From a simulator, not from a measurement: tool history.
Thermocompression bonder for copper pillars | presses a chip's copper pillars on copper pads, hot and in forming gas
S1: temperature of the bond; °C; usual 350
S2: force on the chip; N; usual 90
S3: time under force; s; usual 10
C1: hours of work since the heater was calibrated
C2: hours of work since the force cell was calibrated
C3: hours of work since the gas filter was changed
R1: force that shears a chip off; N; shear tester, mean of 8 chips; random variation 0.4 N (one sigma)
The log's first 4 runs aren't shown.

run,day,S1,S2,S3,C1,C2,C3,R1
5,7.183,350,90,10,392,1122,260,97.4
6,8.9,350,90,13,410,1140,278,105.5
7,12.479,350,90,13,448,1177,316,104.9
8,14.325,350,90,13,467,1197,335,105.8
# day 15.046: forming gas filter changed
9,17.596,350,90,7,501,1231,27,91.1
10,20.488,375,90,7,531,1261,57,105.4
11,23.954,350,81,10,568,1298,93,96.5
12,26.417,350,90,15,594,1323,119,111.4
13,28.671,350,68,10,617,1347,143,91.4
14,31.796,350,68,10,650,1380,176,91.1
15,35.438,350,68,10,688,1418,214,91.1
16,38.888,350,90,10,724,1454,250,101.6
# day 42.371: heater calibrated with a thermocouple chip
17,42.371,350,90,10,0,1490,286,106.7
18,45.212,350,90,10,30,1520,315,106.7
# day 47.862: forming gas filter changed
19,48.592,360,90,10,65,1555,8,114
# day 51.867: force cell calibrated
20,52.121,350,90,10,101,3,44,106.2
# day 52.396: heater calibrated with a thermocouple chip, once more
21,54.096,358,60,17,18,22,64,98.8
22,57.029,372,116,17,49,53,95,129.1
23,58.533,350,59,6,64,69,110,65.9
24,62.133,350,59,6,102,107,148,65.9
25,64.104,350,59,6,123,127,169,66.3

The next listed run, before its measurement:
26,66.296,330,59,13,146,150,192,?

R1: 75.1 N
Without the tool's hidden state the same run would have given R1 74.4 N.
